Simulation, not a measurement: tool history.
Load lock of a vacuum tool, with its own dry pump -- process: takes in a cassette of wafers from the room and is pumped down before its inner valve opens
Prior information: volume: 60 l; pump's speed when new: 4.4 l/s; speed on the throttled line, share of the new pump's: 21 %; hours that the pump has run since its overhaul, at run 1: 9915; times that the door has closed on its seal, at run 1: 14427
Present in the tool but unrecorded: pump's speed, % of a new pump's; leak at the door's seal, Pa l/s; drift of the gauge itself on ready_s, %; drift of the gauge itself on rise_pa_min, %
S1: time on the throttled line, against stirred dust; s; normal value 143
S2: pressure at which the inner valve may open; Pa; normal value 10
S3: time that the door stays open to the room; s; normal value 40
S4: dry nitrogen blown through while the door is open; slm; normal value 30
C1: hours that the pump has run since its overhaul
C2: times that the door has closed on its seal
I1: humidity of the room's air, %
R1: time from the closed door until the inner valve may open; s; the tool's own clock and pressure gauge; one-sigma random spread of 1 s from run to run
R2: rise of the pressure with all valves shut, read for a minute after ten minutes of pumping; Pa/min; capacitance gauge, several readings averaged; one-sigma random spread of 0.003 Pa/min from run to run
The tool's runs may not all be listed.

run 1 hour=0 | S1=143 S2=10 S3=40 S4=30 | C1=9915 C2=14427 | I1=45.7 | R1=242.1 R2=0.113
run 2 hour=180.2 | S1=143 S2=10 S3=40 S4=12 | C1=10095 C2=14899 | I1=48.1 | R1=244.1 R2=0.121
run 3 hour=331 | S1=177 S2=10 S3=40 S4=30 | C1=10246 C2=15295 | I1=42.5 | R1=270.6 R2=0.108
run 4 hour=494.8 | S1=177 S2=10 S3=40 S4=30 | C1=10410 C2=15724 | I1=44.2 | R1=268.8 R2=0.123
run 5 hour=671.3 | S1=177 S2=10 S3=40 S4=30 | C1=10586 C2=16187 | I1=46.2 | R1=270.9 R2=0.128
run 6 hour=792.3 | S1=157 S2=10 S3=40 S4=30 | C1=10707 C2=16505 | I1=44.3 | R1=254.4 R2=0.117
run 7 hour=884.5 | S1=157 S2=10 S3=40 S4=30 | C1=10799 C2=16746 | I1=46.8 | R1=253.7 R2=0.122
run 8 hour=996.8 | S1=143 S2=10 S3=40 S4=30 | C1=10912 C2=17041 | I1=42.9 | R1=243.1 R2=0.127
run 9 hour=1152.8 | S1=143 S2=10 S3=31 S4=30 | C1=11068 C2=17450 | I1=44.3 | R1=243.9 R2=0.134
run 10 hour=1322 | S1=143 S2=10 S3=40 S4=30 | C1=11237 C2=17893 | I1=44.5 | R1=242.8 R2=0.134
run 11 hour=1414.2 | S1=143 S2=10 S3=40 S4=30 | C1=11329 C2=18135 | I1=45.3 | R1=243.6 R2=0.14
run 12 hour=1587.7 | S1=143 S2=10 S3=80 S4=30 | C1=11502 C2=18590 | I1=45.8 | R1=242.3 R2=0.147
run 13 hour=1712.6 | S1=143 S2=10 S3=80 S4=30 | C1=11627 C2=18918 | I1=43.9 | R1=244 R2=0.149
run 14 hour=1843 | S1=143 S2=10 S3=80 S4=30 | C1=11758 C2=19260 | I1=45.4 | R1=244.7 R2=0.154
run 15 hour=2027.9 | S1=143 S2=9 S3=91 S4=30 | C1=11943 C2=19744 | I1=46.8 | R1=246.3 R2=0.16
run 16 hour=2108.7 | S1=143 S2=8 S3=175 S4=13 | C1=12023 C2=19956 | I1=42.4 | R1=247.8 R2=0.18
run 17 hour=2275.3 | S1=127 S2=11 S3=103 S4=6 | C1=12190 C2=20393 | I1=45.8 | R1=230.3 R2=0.19
run 18 hour=2360.4 | S1=127 S2=11 S3=103 S4=6 | C1=12275 C2=20616 | I1=42 | R1=232.4 R2=0.192
run 19 hour=2541.1 | S1=127 S2=11 S3=103 S4=6 | C1=12456 C2=21090 | I1=46.8 | R1=230.3 R2=0.191
run 20 hour=2680.9 | S1=127 S2=11 S3=103 S4=6 | C1=12596 C2=21457 | I1=47.1 | R1=230.2 R2=0.197
run 21 hour=2859.5 | S1=98 S2=11 S3=103 S4=6 | C1=12774 C2=21925 | I1=42.4 | R1=209 R2=0.196
run 22 hour=2981.5 | S1=98 S2=11 S3=103 S4=6 | C1=12896 C2=22245 | I1=42.1 | R1=207.6 R2=0.204
run 23 hour=3137.8 | S1=143 S2=15 S3=40 S4=34 | C1=13052 C2=22654 | I1=46.8 | R1=239.6 R2=0.175
run 24 hour=3315.2 | S1=117 S2=11 S3=40 S4=34 | C1=13230 C2=23120 | I1=43.8 | R1=222 R2=0.184
run 25 hour=3411.7 | S1=143 S2=13 S3=40 S4=11 | C1=13326 C2=23373 | I1=45.9 | R1=241.2 R2=0.199
run 26 hour=3511.2 | S1=73 S2=9 S3=179 S4=30 | C1=13426 C2=23634 | I1=42.8 | R1=193.1 R2=0.201
run 27 hour=3624.5 | S1=123 S2=13 S3=62 S4=29 | C1=13539 C2=23931 | I1=47.6 | R1=227.3 R2=0.191

Had the tool no unlogged condition, and each run kept its random variation, what would the results have been?
run=1 R1=237.2 R2=0.022
run=2 R1=239 R2=0.027
run=3 R1=265.8 R2=0.012
run=4 R1=264 R2=0.022
run=5 R1=266 R2=0.025
run=6 R1=249.2 R2=0.013
run=7 R1=248.5 R2=0.017
run=8 R1=237.5 R2=0.019
run=9 R1=238.3 R2=0.019
run=10 R1=237.1 R2=0.018
run=11 R1=237.8 R2=0.02
run=12 R1=236.5 R2=0.023
run=13 R1=238.1 R2=0.023
run=14 R1=238.6 R2=0.026
run=15 R1=239.8 R2=0.028
run=16 R1=241.2 R2=0.043
run=17 R1=223.6 R2=0.05
run=18 R1=225.6 R2=0.051
run=19 R1=223.4 R2=0.051
run=20 R1=223.3 R2=0.049
run=21 R1=201.7 R2=0.043
run=22 R1=200.3 R2=0.048
run=23 R1=233.2 R2=0.019
run=24 R1=214.8 R2=0.02
run=25 R1=234.2 R2=0.029
run=26 R1=184.9 R2=0.029
run=27 R1=220.1 R2=0.02
